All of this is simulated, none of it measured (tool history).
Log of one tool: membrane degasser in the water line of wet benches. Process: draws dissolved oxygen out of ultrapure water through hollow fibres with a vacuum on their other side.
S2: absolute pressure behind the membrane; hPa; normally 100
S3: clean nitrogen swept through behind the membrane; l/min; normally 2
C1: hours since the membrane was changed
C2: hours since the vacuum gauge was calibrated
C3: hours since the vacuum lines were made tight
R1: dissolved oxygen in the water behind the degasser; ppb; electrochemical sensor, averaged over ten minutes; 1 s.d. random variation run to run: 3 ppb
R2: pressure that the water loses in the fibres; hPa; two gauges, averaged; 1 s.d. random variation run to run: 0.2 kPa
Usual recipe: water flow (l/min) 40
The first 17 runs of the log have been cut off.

run 18 hour=2767.8 | water_flow_(l/min)=29 S2=92 S3=2.53 | C1=3020 C2=4238 C3=3020 | R1=170.6 R2=331.4
run 19 hour=2872.4 | water_flow_(l/min)=29 S2=92 S3=2.53 | C1=3124 C2=4343 C3=3124 | R1=170.6 R2=336.5
run 20 hour=3082.8 | water_flow_(l/min)=26 S2=92 S3=0.88 | C1=3335 C2=4553 C3=3335 | R1=375.5 R2=301.1
run 21 hour=3195.5 | water_flow_(l/min)=56 S2=182 S3=1.26 | C1=3447 C2=4666 C3=3447 | R1=1191.2 R2=646.4
-- hour=3216.3 vacuum gauge calibrated
run 22 hour=3364.5 | water_flow_(l/min)=56 S2=182 S3=1.26 | C1=3616 C2=148 C3=3616 | R1=1211.8 R2=646.1
run 23 hour=3550.3 | water_flow_(l/min)=33 S2=182 S3=1.26 | C1=3802 C2=334 C3=3802 | R1=814.6 R2=384.5
-- hour=3584.7 vacuum gauge calibrated, once more
run 24 hour=3710.2 | water_flow_(l/min)=33 S2=182 S3=1.26 | C1=3961 C2=126 C3=3961 | R1=777.3 R2=385
-- hour=3818.8 seals of the vacuum lines changed
run 25 hour=3933.3 | water_flow_(l/min)=59 S2=182 S3=2.39 | C1=4182 C2=347 C3=115 | R1=759.7 R2=690.6
run 26 hour=4144.4 | water_flow_(l/min)=53 S2=202 S3=2.39 | C1=4393 C2=558 C3=326 | R1=783 R2=619
run 27 hour=4367.2 | water_flow_(l/min)=40 S2=100 S3=1.27 | C1=4616 C2=780 C3=548 | R1=440.6 R2=464.2
run 28 hour=4464.6 | water_flow_(l/min)=40 S2=100 S3=1.27 | C1=4713 C2=878 C3=646 | R1=446.6 R2=467.2
run 29 hour=4638.2 | water_flow_(l/min)=40 S2=100 S3=5.08 | C1=4887 C2=1052 C3=819 | R1=135.1 R2=470.3
run 30 hour=4763.8 | water_flow_(l/min)=40 S2=113 S3=5.08 | C1=5013 C2=1177 C3=945 | R1=158.9 R2=469.3

Estimate the outcome of run 31 from the log above:
run 31 hour=4855.4 | water_flow_(l/min)=38 S2=103 S3=1.01 | C1=5104 C2=1269 C3=1037 | R1=? R2=?

{"run 31": {"R1": 525.8, "R2": 443.9}}
Were there no unlogged condition in the tool, this run, its random variation unchanged, would have produced R1 519.3 ppb, R2 420.4 hPa.
